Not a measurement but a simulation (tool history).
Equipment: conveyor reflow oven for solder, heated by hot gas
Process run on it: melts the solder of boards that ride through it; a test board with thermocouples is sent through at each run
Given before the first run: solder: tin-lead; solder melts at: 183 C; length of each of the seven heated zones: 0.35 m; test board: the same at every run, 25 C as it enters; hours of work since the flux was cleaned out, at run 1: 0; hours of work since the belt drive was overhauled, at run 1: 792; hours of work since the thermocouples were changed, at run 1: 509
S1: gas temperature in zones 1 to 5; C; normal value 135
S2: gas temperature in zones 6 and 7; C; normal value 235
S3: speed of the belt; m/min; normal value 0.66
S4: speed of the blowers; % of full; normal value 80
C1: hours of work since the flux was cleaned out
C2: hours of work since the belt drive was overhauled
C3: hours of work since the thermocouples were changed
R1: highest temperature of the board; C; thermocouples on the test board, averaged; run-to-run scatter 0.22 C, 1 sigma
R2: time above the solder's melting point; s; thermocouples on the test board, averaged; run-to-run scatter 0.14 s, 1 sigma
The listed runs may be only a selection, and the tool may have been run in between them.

run,hour,S1,S2,S3,S4,C1,C2,C3,R1,R2
1,0,135,235,0.66,80,0,792,509,219.1,48.4
2,79.4,135,235,0.66,80,60,852,569,219.3,48.7
3,153.4,140,235,0.66,80,116,907,625,220.3,50.3
4,209.3,135,235,0.66,80,158,949,667,219.1,48.1
5,276.8,135,235,0.66,80,209,1000,718,218.8,48.4
6,343.6,135,235,0.66,80,259,1051,768,218.5,47.9
# hour 400.7: flux residue cleaned out of gas plates and filters
7,404.2,135,235,0.66,80,3,1093,810,217.7,47.6
8,458.9,135,235,0.66,80,44,1134,851,217.8,47.3
9,532.2,135,235,0.66,80,99,1189,907,218.3,47.1
# hour 551.6: flux residue cleaned out of gas plates and filters, once more
10,610.5,135,235,0.66,80,44,1245,962,220.5,48.8
11,656.1,135,250,0.66,80,79,1279,996,233.2,55.4
# hour 672.3: thermocouples of zones 6 and 7 changed
12,703.8,135,250,0.66,80,113,1313,24,232.1,55.1
13,762.4,150,235,0.66,80,157,1358,68,221.2,54.3
14,803,150,235,0.66,80,188,1388,99,221,54.5
15,847,150,246,0.66,80,221,1421,132,230.3,58.8
16,881.9,146,246,0.629,80,248,1448,158,231.3,60.9
# hour 950.7: flux residue cleaned out of gas plates and filters
17,965.2,133,232,0.755,67,11,1507,217,207.9,33.8
18,1022,125,228,0.552,88,54,1549,260,218.1,56.4
19,1079.9,137,237,0.661,50,97,1593,304,211.5,42.1
20,1115.8,141,242,0.599,63,124,1620,331,224.8,58.9
21,1194.6,135,235,0.609,80,184,1680,390,221.3,54.3
22,1276.5,135,235,0.609,80,246,1741,452,220.3,54.3
# hour 1300.9: belt drive overhauled, speed set with a stopwatch
# hour 1354.6: flux residue cleaned out of gas plates and filters
23,1364.3,135,235,0.609,80,7,44,511,221.9,54.2
24,1439.6,135,235,0.609,80,64,101,568,221.5,53.9
25,1521.2,135,235,0.729,80,126,162,630,215.3,40.6
26,1568.2,135,235,0.704,80,161,198,665,216.8,43.1
27,1632.2,135,235,0.66,67,209,246,713,215.4,44.7
28,1666,135,243,0.66,57,235,272,739,218.4,46.3
29,1740.6,147,242,0.66,59,291,328,795,221.3,51.8
# hour 1752.9: flux residue cleaned out of gas plates and filters
30,1827.1,135,235,0.66,59,56,389,857,213.9,43.4

Forecast each of these 3 alternatives for the next run:
A,1888.5,148,235,0.66,82,102,436,903,?,?
B,1888.5,127,235,0.66,59,102,436,903,?,?
C,1888.5,146,235,0.759,59,102,436,903,?,?

run,R1,R2
A,222.4,53.7
B,211.6,39.8
C,211.1,38.1
What these runs would have given with no unlogged condition in the tool:
run,R1,R2
A,221.8,53.3
B,211,39.3
C,210.6,37.7
